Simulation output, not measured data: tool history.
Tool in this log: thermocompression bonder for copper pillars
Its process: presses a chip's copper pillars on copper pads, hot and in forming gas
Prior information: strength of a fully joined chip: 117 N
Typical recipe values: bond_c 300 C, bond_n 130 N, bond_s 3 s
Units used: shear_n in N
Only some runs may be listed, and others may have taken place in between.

{"run": 1, "hour": 0.0, "bond_c": 300, "bond_n": 130, "bond_s": 3, "shear_n": 48.8}
{"run": 2, "hour": 9.6, "bond_c": 300, "bond_n": 130, "bond_s": 3, "shear_n": 49.4}
{"run": 3, "hour": 15.3, "bond_c": 300, "bond_n": 130, "bond_s": 3, "shear_n": 49.3}
{"run": 4, "hour": 23.7, "bond_c": 300, "bond_n": 130, "bond_s": 2, "shear_n": 41.7}
{"run": 5, "hour": 32.6, "bond_c": 300, "bond_n": 130, "bond_s": 2, "shear_n": 42.3}
{"run": 6, "hour": 42.5, "bond_c": 300, "bond_n": 130, "bond_s": 3, "shear_n": 49.4}
{"run": 7, "hour": 48.5, "bond_c": 300, "bond_n": 130, "bond_s": 3, "shear_n": 49}
{"run": 8, "hour": 55.4, "bond_c": 300, "bond_n": 130, "bond_s": 3, "shear_n": 48.6}
{"hour": 57.7, "done": "force cell calibrated"}
{"run": 9, "hour": 67.0, "bond_c": 300, "bond_n": 130, "bond_s": 3, "shear_n": 47.8}

For run 10, what comes out?
{"run": 10, "hour": 72.5, "bond_c": 300, "bond_n": 130, "bond_s": 3, "shear_n": "?"}

Logged for run 10: shear_n 48.1 N.
With the hidden condition absent and the run-to-run variation left alone, this run would have shown shear_n 53 N.
